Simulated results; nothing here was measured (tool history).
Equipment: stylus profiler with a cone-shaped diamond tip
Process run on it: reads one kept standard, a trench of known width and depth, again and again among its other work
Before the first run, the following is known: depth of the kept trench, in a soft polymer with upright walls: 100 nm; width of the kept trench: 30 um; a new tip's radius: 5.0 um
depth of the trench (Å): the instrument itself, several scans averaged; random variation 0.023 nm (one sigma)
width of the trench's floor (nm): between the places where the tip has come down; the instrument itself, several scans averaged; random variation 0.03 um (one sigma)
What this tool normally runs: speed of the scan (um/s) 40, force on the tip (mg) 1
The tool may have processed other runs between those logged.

| run | hour | speed of the scan (um/s) | force on the tip (mg) | depth of the trench (Å) | width of the trench's floor (nm) |
|---|---|---|---|---|---|
| 1 | 0 | 40 | 1 | 1006.7 | 27300 |
| 2 | 18.6 | 40 | 1 | 1006.1 | 27260 |
| 3 | 52.3 | 40 | 1 | 1006.6 | 27280 |
| 4 | 79.3 | 12 | 1 | 1007 | 27540 |
| 5 | 93.4 | 12 | 1 | 1006.5 | 27540 |
| 6 | 121.4 | 12 | 1 | 1006.5 | 27510 |
| 7 | 154.2 | 40 | 1.68 | 1009.9 | 27290 |
| 8 | 185.6 | 40 | 1.68 | 1010 | 27300 |
|  | 188.1 | height scale calibrated on a step standard |
| 9 | 216.6 | 40 | 1.68 | 1009.6 | 27340 |
|  | 240.3 | height scale calibrated on a step standard, once more |
| 10 | 247 | 40 | 1.5 | 1011.8 | 27270 |
| 11 | 276.7 | 40 | 1.5 | 1011.9 | 27320 |
| 12 | 290.4 | 40 | 1.5 | 1011.9 | 27260 |
| 13 | 304.6 | 15 | 0.72 | 1007.1 | 27430 |
| 14 | 334.3 | 15 | 0.72 | 1007 | 27400 |
| 15 | 350.4 | 135 | 1.66 | 1012.5 | 26530 |
| 16 | 375.1 | 135 | 1.66 | 1012.4 | 26520 |
| 17 | 396.7 | 83 | 0.58 | 1006.2 | 26490 |
| 18 | 427 | 18 | 0.7 | 1006.2 | 27320 |

5 options for the next run, each taken on its own from the tool as it stands now. Forecast them:
| A | 460.9 | 85 | 0.5 | ? | ? |
| B | 460.9 | 40 | 0.4 | ? | ? |
| C | 460.9 | 21 | 1.43 | ? | ? |
| D | 460.9 | 31 | 0.36 | ? | ? |
| E | 460.9 | 29 | 0.8 | ? | ? |

| run | depth of the trench (Å) | width of the trench's floor (nm) |
|---|---|---|
| A | 1004.9 | 26350 |
| B | 1004 | 26910 |
| C | 1011.1 | 27410 |
| D | 1003.9 | 27020 |
| E | 1007.6 | 27220 |
Take away the tool's hidden state, keep each run's random variation, and the runs would have read:
| run | depth of the trench (Å) | width of the trench's floor (nm) |
|---|---|---|
| A | 1005.7 | 26810 |
| B | 1004.9 | 27370 |
| C | 1011.9 | 27870 |
| D | 1004.7 | 27480 |
| E | 1008.5 | 27690 |

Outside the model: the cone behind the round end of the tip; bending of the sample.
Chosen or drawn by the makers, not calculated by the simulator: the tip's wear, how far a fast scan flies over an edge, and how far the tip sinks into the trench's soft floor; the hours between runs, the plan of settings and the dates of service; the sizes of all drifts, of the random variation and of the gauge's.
